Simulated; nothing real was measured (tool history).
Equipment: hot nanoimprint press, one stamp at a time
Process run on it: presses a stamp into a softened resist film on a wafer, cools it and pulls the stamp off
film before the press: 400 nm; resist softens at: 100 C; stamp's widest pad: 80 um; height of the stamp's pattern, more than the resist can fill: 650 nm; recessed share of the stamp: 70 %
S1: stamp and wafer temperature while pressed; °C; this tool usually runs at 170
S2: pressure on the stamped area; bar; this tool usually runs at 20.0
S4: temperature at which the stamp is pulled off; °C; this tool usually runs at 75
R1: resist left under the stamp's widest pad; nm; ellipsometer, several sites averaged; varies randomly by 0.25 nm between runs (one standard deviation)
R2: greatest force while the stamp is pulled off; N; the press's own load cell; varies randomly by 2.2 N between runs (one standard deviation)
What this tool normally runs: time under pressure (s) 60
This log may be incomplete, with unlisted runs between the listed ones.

Run 1, hour 0.0: usual settings. Result: R1 220.1 nm, R2 110 N.
Run 2, hour 20.1: usual settings. Result: R1 219.9 nm, R2 112 N.
Run 3, hour 41.9: usual settings but S1 175 °C. Result: R1 185.8 nm, R2 112 N.
Run 4, hour 53.3: usual settings but S1 175 °C. Result: R1 185.7 nm, R2 112 N.
Run 5, hour 72.5: usual settings but S1 175 °C. Result: R1 185.3 nm, R2 109 N.
Run 6, hour 92.2: usual settings but S1 175 °C. Result: R1 185.1 nm, R2 106 N.
Run 7, hour 111.8: usual settings but time under pressure (s) 63. Result: R1 215.5 nm, R2 110 N.
Run 8, hour 132.9: usual settings but S1 177 °C. Result: R1 172.8 nm, R2 112 N.
Run 9, hour 160.8: usual settings but S1 177 °C. Result: R1 172.6 nm, R2 111 N.
Run 10, hour 175.7: usual settings but S1 177 °C. Result: R1 172.8 nm, R2 108 N.
Run 11, hour 192.0: usual settings but S1 177 °C. Result: R1 172.3 nm, R2 108 N.
Run 12, hour 208.8: usual settings but S1 166 °C. Result: R1 248.0 nm, R2 104 N.
Run 13, hour 233.6: usual settings. Result: R1 218.0 nm, R2 110 N.
Run 14, hour 246.2: usual settings but time under pressure (s) 99. Result: R1 181.0 nm, R2 109 N.
Run 15, hour 265.8: usual settings but S2 18.0 bar. Result: R1 226.0 nm, R2 109 N.
Run 16, hour 292.3: usual settings but S2 18.0 bar. Result: R1 225.8 nm, R2 108 N.
Run 17, hour 314.4: usual settings but S1 160 °C, time under pressure (s) 69. Result: R1 282.6 nm, R2 107 N.
Run 18, hour 334.2: usual settings but time under pressure (s) 48. Result: R1 234.0 nm, R2 109 N.
Run 19, hour 355.4: usual settings but S4 72 °C. Result: R1 217.2 nm, R2 110 N.
Run 20, hour 377.0: usual settings but S1 180 °C, S4 77 °C. Result: R1 154.7 nm, R2 107 N.
Run 21, hour 389.7: usual settings but time under pressure (s) 37. Result: R1 252.7 nm, R2 110 N.
Run 22, hour 413.0: usual settings but S2 15.5 bar, time under pressure (s) 33, S4 80 °C. Result: R1 279.5 nm, R2 101 N.
Run 23, hour 424.7: usual settings but S2 15.5 bar, time under pressure (s) 33, S4 80 °C. Result: R1 280.0 nm, R2 102 N.
Run 24, hour 437.4: usual settings but S2 15.5 bar, time under pressure (s) 33, S4 80 °C. Result: R1 279.3 nm, R2 98 N.
Run 25, hour 456.3: usual settings but S2 15.5 bar, time under pressure (s) 33, S4 80 °C. Result: R1 279.5 nm, R2 100 N.
Run 26, hour 475.8: usual settings but S2 15.5 bar, time under pressure (s) 33, S4 80 °C. Result: R1 279.6 nm, R2 103 N.
Run 27, hour 495.9: usual settings but S1 161 °C. Result: R1 282.6 nm, R2 110 N.
Run 28, hour 511.4: usual settings but S1 179 °C, S2 17.5 bar, time under pressure (s) 58, S4 74 °C. Result: R1 170.6 nm, R2 113 N.
Run 29, hour 531.7: usual settings but S1 167 °C, time under pressure (s) 54, S4 78 °C. Result: R1 245.4 nm, R2 105 N.

Not shown: 2 entries that the log had between the listed runs. Between which runs, and how does the tool's hidden state differ before and after?
Run 16 -> run 17: plate thermocouple calibrated (hour 313.7)
  true temperature over the reading, C: 0.01 -> 0; drift of the gauge itself on residual_nm, %: -1.13 -> -1.2
  measured result minus the result with no hidden state, R1: -2.7 -> -3.4 nm
Run 17 -> run 18: press's hydraulic seals changed and the load cell set to zero (hour 324.9)
  pressure that arrives at the usual setting, %: 99.95 -> 100.01; drift of the gauge itself on residual_nm, %: -1.2 -> -1.24
  measured result minus the result with no hidden state, R1: -3.4 -> -3.0 nm

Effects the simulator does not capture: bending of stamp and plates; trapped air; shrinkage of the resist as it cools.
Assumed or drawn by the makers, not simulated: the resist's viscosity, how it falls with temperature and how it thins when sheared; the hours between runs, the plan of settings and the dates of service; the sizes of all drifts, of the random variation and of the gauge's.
